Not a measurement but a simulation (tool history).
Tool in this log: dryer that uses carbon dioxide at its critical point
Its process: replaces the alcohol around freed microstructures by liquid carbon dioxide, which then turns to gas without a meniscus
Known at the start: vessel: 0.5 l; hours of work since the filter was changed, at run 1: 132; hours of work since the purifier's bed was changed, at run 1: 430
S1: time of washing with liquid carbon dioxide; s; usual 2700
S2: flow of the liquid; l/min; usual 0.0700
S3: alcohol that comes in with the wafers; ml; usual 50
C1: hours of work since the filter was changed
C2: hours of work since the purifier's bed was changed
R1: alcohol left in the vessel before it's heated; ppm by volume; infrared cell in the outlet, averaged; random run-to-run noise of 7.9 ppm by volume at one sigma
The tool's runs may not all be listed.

run,day,S1,S2,S3,C1,C2,R1
1,0.000,2700,0.0700,50,132,430,659
2,1.554,2700,0.0700,50,144,442,672
3,2.967,2700,0.0700,20,154,452,325
4,4.462,2700,0.0700,50,166,464,719
5,7.175,2700,0.0700,50,186,484,764
6,8.346,2700,0.0700,50,195,493,776
# day 9.546: inlet filter changed
7,10.254,2700,0.0700,50,5,507,504
8,11.733,2700,0.0700,48,17,518,499
9,14.158,2700,0.0700,50,35,537,550
10,16.100,2820,0.0700,50,50,552,460
11,17.562,2760,0.0700,50,61,563,536
12,20.254,2700,0.0622,50,81,583,1032
13,23.033,3720,0.0984,105,102,604,120
14,24.496,3720,0.0984,105,113,615,115
15,26.658,2700,0.0800,50,129,631,397
16,28.896,2760,0.0530,50,146,648,1981
17,30.754,3720,0.0812,50,160,662,142
18,33.121,3720,0.0812,50,178,680,156
19,35.746,2820,0.0520,89,198,700,3906
# day 36.362: inlet filter changed
20,37.825,1920,0.0696,89,11,716,3871
21,39.146,3000,0.0756,75,21,726,344
22,40.433,3540,0.0700,46,31,735,202
23,42.162,3540,0.0460,23,44,748,562

Had the tool no unlogged condition, and each run kept its random variation, what would the results have been?
Hidden conditions of the tool in this case: flow that reaches the vessel past the clogged filter, %; alcohol in the recycled carbon dioxide, ppm; drift of the gauge itself on alcohol_ppm, %.
run,R1
1,407
2,403
3,160
4,409
5,410
6,406
7,404
8,384
9,408
10,312
11,367
12,750
13,16
14,10
15,194
16,1338
17,18
18,21
19,2417
20,3610
21,204
22,70
23,387
